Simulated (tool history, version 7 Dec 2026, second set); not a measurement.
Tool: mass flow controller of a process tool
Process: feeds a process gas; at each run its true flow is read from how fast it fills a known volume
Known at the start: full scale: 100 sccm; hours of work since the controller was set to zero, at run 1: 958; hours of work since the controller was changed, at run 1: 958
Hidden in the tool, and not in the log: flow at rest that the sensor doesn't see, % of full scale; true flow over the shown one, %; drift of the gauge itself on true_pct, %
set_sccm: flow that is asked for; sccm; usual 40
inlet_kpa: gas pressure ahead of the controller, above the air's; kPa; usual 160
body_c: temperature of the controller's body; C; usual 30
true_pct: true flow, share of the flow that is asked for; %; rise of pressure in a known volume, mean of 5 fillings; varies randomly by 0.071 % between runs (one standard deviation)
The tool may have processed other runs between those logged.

run,hour,set_sccm,inlet_kpa,body_c,hours of work since the controller was set to zero,hours of work since the controller was changed,true_pct
1,0.0,40,160,30,958,958,99.22
2,212.8,40,160,29,1082,1082,98.96
3,407.7,40,183,29,1196,1196,98.67
4,596.6,40,160,30,1307,1307,98.81
5,721.3,40,160,30,1380,1380,98.57
6,913.7,40,160,30,1492,1492,98.76
7,1096.8,13,160,30,1599,1599,96.42
8,1394.5,13,160,30,1773,1773,96.09
9,1615.8,40,164,30,1903,1903,98.39
10,1758.6,40,164,30,1986,1986,98.33
11,1903.0,40,164,30,2071,2071,98.22
12,2055.3,40,164,30,2160,2160,98.04
13,2262.2,14,160,28,2281,2281,95.18
14,2417.1,14,160,28,2372,2372,95.16
15,2547.8,14,160,28,2448,2448,94.97

Run 16, settings as shown, results not yet in. Your forecast:
16,2842.8,24,218,30,2621,2621,?

{"run 16": {"true_pct": 96.23}}
With no hidden state in the tool, this same run would have given true_pct 99.38 %.
